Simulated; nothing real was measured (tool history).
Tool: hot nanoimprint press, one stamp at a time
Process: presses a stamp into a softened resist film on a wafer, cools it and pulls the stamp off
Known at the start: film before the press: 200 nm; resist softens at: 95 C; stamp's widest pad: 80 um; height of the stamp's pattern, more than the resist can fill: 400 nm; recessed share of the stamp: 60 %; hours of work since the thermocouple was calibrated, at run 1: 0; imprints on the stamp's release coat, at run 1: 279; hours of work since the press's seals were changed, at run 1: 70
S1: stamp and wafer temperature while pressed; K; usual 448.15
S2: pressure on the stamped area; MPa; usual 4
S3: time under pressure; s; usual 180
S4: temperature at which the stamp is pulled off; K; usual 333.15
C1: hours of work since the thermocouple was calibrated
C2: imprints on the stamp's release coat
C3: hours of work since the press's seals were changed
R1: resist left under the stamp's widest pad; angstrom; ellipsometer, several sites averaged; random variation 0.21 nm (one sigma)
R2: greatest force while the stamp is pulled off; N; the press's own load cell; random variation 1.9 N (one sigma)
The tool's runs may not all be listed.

{"run": 1, "hour": 0.0, "S1": 448.15, "S2": 4, "S3": 180, "S4": 333.15, "C1": 0, "C2": 279, "C3": 70, "R1": 1023, "R2": 117}
{"run": 2, "hour": 64.5, "S1": 448.15, "S2": 4, "S3": 180, "S4": 333.15, "C1": 45, "C2": 460, "C3": 115, "R1": 1022, "R2": 116}
{"run": 3, "hour": 119.4, "S1": 448.15, "S2": 4, "S3": 180, "S4": 324.15, "C1": 84, "C2": 614, "C3": 154, "R1": 1023, "R2": 139}
{"run": 4, "hour": 179.4, "S1": 448.15, "S2": 4, "S3": 180, "S4": 339.15, "C1": 126, "C2": 782, "C3": 196, "R1": 1019, "R2": 105}
{"run": 5, "hour": 218.4, "S1": 448.15, "S2": 4, "S3": 180, "S4": 339.15, "C1": 154, "C2": 892, "C3": 224, "R1": 1022, "R2": 102}
{"run": 6, "hour": 263.4, "S1": 448.15, "S2": 4, "S3": 180, "S4": 333.15, "C1": 185, "C2": 1018, "C3": 255, "R1": 1021, "R2": 114}
{"run": 7, "hour": 344.9, "S1": 448.15, "S2": 4, "S3": 180, "S4": 333.15, "C1": 243, "C2": 1246, "C3": 313, "R1": 1023, "R2": 113}
{"run": 8, "hour": 432.4, "S1": 448.15, "S2": 4, "S3": 180, "S4": 333.15, "C1": 304, "C2": 1492, "C3": 374, "R1": 1018, "R2": 119}
{"run": 9, "hour": 493.9, "S1": 448.15, "S2": 4, "S3": 180, "S4": 333.15, "C1": 348, "C2": 1664, "C3": 418, "R1": 1020, "R2": 117}
{"run": 10, "hour": 563.4, "S1": 448.15, "S2": 4, "S3": 180, "S4": 333.15, "C1": 396, "C2": 1859, "C3": 466, "R1": 1014, "R2": 118}
{"run": 11, "hour": 605.9, "S1": 448.15, "S2": 4, "S3": 180, "S4": 333.15, "C1": 426, "C2": 1978, "C3": 496, "R1": 1016, "R2": 119}
{"hour": 637.6, "done": "plate thermocouple calibrated"}
{"run": 12, "hour": 649.4, "S1": 448.15, "S2": 4, "S3": 180, "S4": 333.15, "C1": 8, "C2": 2092, "C3": 525, "R1": 1020, "R2": 116}
{"hour": 670.2, "done": "stamp cleaned and given a new release coat"}
{"run": 13, "hour": 711.3, "S1": 448.15, "S2": 4, "S3": 180, "S4": 333.15, "C1": 48, "C2": 115, "C3": 564, "R1": 1017, "R2": 117}
{"run": 14, "hour": 764.9, "S1": 448.15, "S2": 4, "S3": 180, "S4": 333.15, "C1": 85, "C2": 266, "C3": 602, "R1": 1014, "R2": 118}

The next listed run, before its measurement:
{"run": 15, "hour": 815.9, "S1": 448.15, "S2": 4, "S3": 180, "S4": 333.15, "C1": 121, "C2": 409, "C3": 638, "R1": "?", "R2": "?"}

R1: 1017 angstrom
R2: 117 N
Without the tool's hidden state the same run would have given R1 1024 angstrom, R2 117 N.
